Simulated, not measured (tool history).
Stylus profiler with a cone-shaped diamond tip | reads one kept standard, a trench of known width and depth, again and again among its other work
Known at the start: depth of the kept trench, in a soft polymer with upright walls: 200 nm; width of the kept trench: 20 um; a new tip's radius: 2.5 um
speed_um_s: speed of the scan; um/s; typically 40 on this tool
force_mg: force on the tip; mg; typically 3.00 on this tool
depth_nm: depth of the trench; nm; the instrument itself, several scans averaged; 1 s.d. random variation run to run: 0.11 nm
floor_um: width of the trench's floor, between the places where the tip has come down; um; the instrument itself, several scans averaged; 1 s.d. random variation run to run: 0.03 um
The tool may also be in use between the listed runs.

run 1 day=0.000 | speed_um_s=40 force_mg=3.00 | depth_nm=203.24 floor_um=17.75
run 2 day=3.121 | speed_um_s=40 force_mg=3.00 | depth_nm=203.36 floor_um=17.69
run 3 day=5.300 | speed_um_s=40 force_mg=3.00 | depth_nm=203.42 floor_um=17.69
run 4 day=8.421 | speed_um_s=40 force_mg=3.00 | depth_nm=203.11 floor_um=17.65
run 5 day=10.033 | speed_um_s=40 force_mg=3.00 | depth_nm=203.25 floor_um=17.66
run 6 day=13.033 | speed_um_s=40 force_mg=7.82 | depth_nm=205.99 floor_um=17.74
run 7 day=14.892 | speed_um_s=40 force_mg=7.82 | depth_nm=206.22 floor_um=17.72
run 8 day=17.967 | speed_um_s=40 force_mg=7.82 | depth_nm=206.04 floor_um=17.69
run 9 day=21.717 | speed_um_s=40 force_mg=3.00 | depth_nm=203.16 floor_um=17.64
run 10 day=24.408 | speed_um_s=40 force_mg=3.00 | depth_nm=203.07 floor_um=17.61
run 11 day=27.767 | speed_um_s=18 force_mg=3.00 | depth_nm=203.19 floor_um=17.63
run 12 day=31.512 | speed_um_s=18 force_mg=3.00 | depth_nm=203.02 floor_um=17.66
run 13 day=34.358 | speed_um_s=18 force_mg=3.00 | depth_nm=203.07 floor_um=17.68
run 14 day=36.054 | speed_um_s=18 force_mg=3.00 | depth_nm=203.00 floor_um=17.69
run 15 day=38.175 | speed_um_s=14 force_mg=3.00 | depth_nm=202.76 floor_um=17.69
run 16 day=41.004 | speed_um_s=14 force_mg=3.00 | depth_nm=203.09 floor_um=17.67
run 17 day=42.762 | speed_um_s=40 force_mg=3.00 | depth_nm=202.86 floor_um=17.57
run 18 day=46.267 | speed_um_s=40 force_mg=3.00 | depth_nm=202.85 floor_um=17.59
run 19 day=50.025 | speed_um_s=40 force_mg=3.00 | depth_nm=202.88 floor_um=17.58
run 20 day=52.871 | speed_um_s=40 force_mg=3.14 | depth_nm=202.59 floor_um=17.56
run 21 day=55.212 | speed_um_s=15 force_mg=4.25 | depth_nm=203.88 floor_um=17.64
run 22 day=57.346 | speed_um_s=15 force_mg=4.25 | depth_nm=203.49 floor_um=17.64
run 23 day=59.233 | speed_um_s=91 force_mg=7.06 | depth_nm=205.33 floor_um=17.54
run 24 day=61.775 | speed_um_s=76 force_mg=1.79 | depth_nm=201.84 floor_um=17.36
run 25 day=63.529 | speed_um_s=108 force_mg=5.51 | depth_nm=204.41 floor_um=17.48
run 26 day=66.083 | speed_um_s=108 force_mg=5.51 | depth_nm=204.44 floor_um=17.43
run 27 day=68.258 | speed_um_s=108 force_mg=5.51 | depth_nm=204.51 floor_um=17.45
run 28 day=71.483 | speed_um_s=40 force_mg=3.15 | depth_nm=202.69 floor_um=17.48
-- day=71.929 height scale calibrated on a step standard
run 29 day=73.754 | speed_um_s=40 force_mg=3.15 | depth_nm=203.07 floor_um=17.50
run 30 day=76.058 | speed_um_s=40 force_mg=3.15 | depth_nm=203.32 floor_um=17.53
run 31 day=78.188 | speed_um_s=40 force_mg=3.15 | depth_nm=203.30 floor_um=17.52
run 32 day=80.338 | speed_um_s=18 force_mg=4.31 | depth_nm=203.96 floor_um=17.55
run 33 day=83.004 | speed_um_s=18 force_mg=4.31 | depth_nm=203.84 floor_um=17.56
run 34 day=86.629 | speed_um_s=20 force_mg=3.34 | depth_nm=203.31 floor_um=17.57
run 35 day=89.846 | speed_um_s=48 force_mg=1.03 | depth_nm=201.28 floor_um=17.29
run 36 day=93.217 | speed_um_s=48 force_mg=1.03 | depth_nm=201.36 floor_um=17.40
run 37 day=95.021 | speed_um_s=22 force_mg=3.35 | depth_nm=203.20 floor_um=17.54
run 38 day=98.371 | speed_um_s=40 force_mg=1.49 | depth_nm=201.80 floor_um=17.34
run 39 day=100.900 | speed_um_s=40 force_mg=6.33 | depth_nm=205.19 floor_um=17.43
run 40 day=104.362 | speed_um_s=149 force_mg=6.83 | depth_nm=205.34 floor_um=17.20

Some steps in depth_nm between neighbouring runs. How much of each would the tool show without its hidden state too (settings, what came in, random variation), and how much is left for the hidden state, with any gauge scatter that isn't in both results?
The tool's hidden condition here consists of: radius of the tip, um; height scale over the true one, %; drift of the gauge itself on depth_nm, %; drift of the gauge itself on floor_um, %.
Run 3 -> 4: no setting touched and nothing written in the log between the runs. depth_nm -0.31 nm: hidden state -0.04, all else -0.27.
Run 8 -> 9: force_mg 7.82 -> 3.00. depth_nm -2.88 nm: hidden state -0.03, all else -2.85.
Run 18 -> 19: no setting touched and nothing written in the log between the runs. depth_nm +0.03 nm: hidden state -0.05, all else +0.08.
Run 23 -> 24: speed_um_s 91 -> 76, force_mg 7.06 -> 1.79. depth_nm -3.49 nm: hidden state -0.02, all else -3.47.
Run 28 -> 29: height scale calibrated on a step standard. depth_nm +0.38 nm: hidden state +0.59, all else -0.21.
Run 38 -> 39: force_mg 1.49 -> 6.33. depth_nm +3.39 nm: hidden state -0.02, all else +3.41.
